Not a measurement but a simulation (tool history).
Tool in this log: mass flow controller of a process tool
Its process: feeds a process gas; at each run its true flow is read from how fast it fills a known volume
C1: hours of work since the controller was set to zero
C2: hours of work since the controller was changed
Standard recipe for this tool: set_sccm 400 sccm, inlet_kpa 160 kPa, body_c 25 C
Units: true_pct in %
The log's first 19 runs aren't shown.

{"run": 20, "hour": 2842.0, "set_sccm": 745, "inlet_kpa": 246, "body_c": 25, "C1": 2373, "C2": 2373, "true_pct": 100.38}
{"run": 21, "hour": 2952.7, "set_sccm": 745, "inlet_kpa": 246, "body_c": 25, "C1": 2443, "C2": 2443, "true_pct": 100.38}
{"run": 22, "hour": 3127.3, "set_sccm": 223, "inlet_kpa": 228, "body_c": 32, "C1": 2554, "C2": 2554, "true_pct": 102.17}
{"run": 23, "hour": 3255.1, "set_sccm": 400, "inlet_kpa": 142, "body_c": 38, "C1": 2635, "C2": 2635, "true_pct": 102.05}
{"hour": 3271.9, "done": "controller's zero set anew"}
{"run": 24, "hour": 3353.1, "set_sccm": 367, "inlet_kpa": 196, "body_c": 37, "C1": 51, "C2": 2697, "true_pct": 102.63}
{"run": 25, "hour": 3557.0, "set_sccm": 367, "inlet_kpa": 196, "body_c": 37, "C1": 181, "C2": 2826, "true_pct": 102.97}
{"run": 26, "hour": 3723.1, "set_sccm": 898, "inlet_kpa": 231, "body_c": 37, "C1": 286, "C2": 2931, "true_pct": 101.53}
{"run": 27, "hour": 3870.5, "set_sccm": 898, "inlet_kpa": 231, "body_c": 34, "C1": 379, "C2": 3025, "true_pct": 101.51}
{"hour": 3915.4, "done": "controller's zero set anew, once more"}
{"run": 28, "hour": 4084.3, "set_sccm": 898, "inlet_kpa": 264, "body_c": 34, "C1": 107, "C2": 3160, "true_pct": 99.9}
{"run": 29, "hour": 4239.7, "set_sccm": 327, "inlet_kpa": 252, "body_c": 29, "C1": 206, "C2": 3258, "true_pct": 99.42}
{"run": 30, "hour": 4379.9, "set_sccm": 148, "inlet_kpa": 172, "body_c": 22, "C1": 294, "C2": 3347, "true_pct": 100.1}
{"run": 31, "hour": 4498.9, "set_sccm": 116, "inlet_kpa": 231, "body_c": 21, "C1": 370, "C2": 3423, "true_pct": 99.83}
{"run": 32, "hour": 4657.3, "set_sccm": 116, "inlet_kpa": 231, "body_c": 21, "C1": 470, "C2": 3523, "true_pct": 100.21}
{"run": 33, "hour": 4887.6, "set_sccm": 708, "inlet_kpa": 231, "body_c": 31, "C1": 616, "C2": 3669, "true_pct": 100.21}
{"run": 34, "hour": 5001.2, "set_sccm": 708, "inlet_kpa": 231, "body_c": 31, "C1": 688, "C2": 3741, "true_pct": 100.01}
{"run": 35, "hour": 5113.1, "set_sccm": 943, "inlet_kpa": 189, "body_c": 22, "C1": 759, "C2": 3812, "true_pct": 100.51}
{"run": 36, "hour": 5260.4, "set_sccm": 943, "inlet_kpa": 189, "body_c": 22, "C1": 853, "C2": 3905, "true_pct": 100.57}
{"run": 37, "hour": 5446.0, "set_sccm": 140, "inlet_kpa": 213, "body_c": 25, "C1": 970, "C2": 4023, "true_pct": 101.34}
{"run": 38, "hour": 5573.9, "set_sccm": 140, "inlet_kpa": 213, "body_c": 25, "C1": 1051, "C2": 4104, "true_pct": 101.32}
{"run": 39, "hour": 5674.3, "set_sccm": 191, "inlet_kpa": 147, "body_c": 39, "C1": 1115, "C2": 4168, "true_pct": 101.77}
{"run": 40, "hour": 5870.8, "set_sccm": 400, "inlet_kpa": 160, "body_c": 20, "C1": 1240, "C2": 4292, "true_pct": 100.7}
{"run": 41, "hour": 6046.9, "set_sccm": 400, "inlet_kpa": 153, "body_c": 37, "C1": 1351, "C2": 4404, "true_pct": 101.07}
{"run": 42, "hour": 6186.2, "set_sccm": 400, "inlet_kpa": 153, "body_c": 37, "C1": 1439, "C2": 4492, "true_pct": 101.18}

Below are 5 alternative next runs, each starting from the tool's condition after run 42. Predict each:
{"run": "A", "hour": 6400.6, "set_sccm": 400, "inlet_kpa": 207, "body_c": 37, "C1": 1575, "C2": 4628, "true_pct": "?"}
{"run": "B", "hour": 6400.6, "set_sccm": 131, "inlet_kpa": 182, "body_c": 34, "C1": 1575, "C2": 4628, "true_pct": "?"}
{"run": "C", "hour": 6400.6, "set_sccm": 534, "inlet_kpa": 258, "body_c": 32, "C1": 1575, "C2": 4628, "true_pct": "?"}
{"run": "D", "hour": 6400.6, "set_sccm": 546, "inlet_kpa": 209, "body_c": 35, "C1": 1575, "C2": 4628, "true_pct": "?"}
{"run": "E", "hour": 6400.6, "set_sccm": 160, "inlet_kpa": 160, "body_c": 40, "C1": 1575, "C2": 4628, "true_pct": "?"}

run=A true_pct=100.87
run=B true_pct=103.28
run=C true_pct=100.25
run=D true_pct=100.62
run=E true_pct=102.9
Take away the tool's hidden state, keep each run's random variation, and the runs would have read:
run=A true_pct=99.22
run=B true_pct=99.05
run=C true_pct=98.92
run=D true_pct=99.31
run=E true_pct=99.37

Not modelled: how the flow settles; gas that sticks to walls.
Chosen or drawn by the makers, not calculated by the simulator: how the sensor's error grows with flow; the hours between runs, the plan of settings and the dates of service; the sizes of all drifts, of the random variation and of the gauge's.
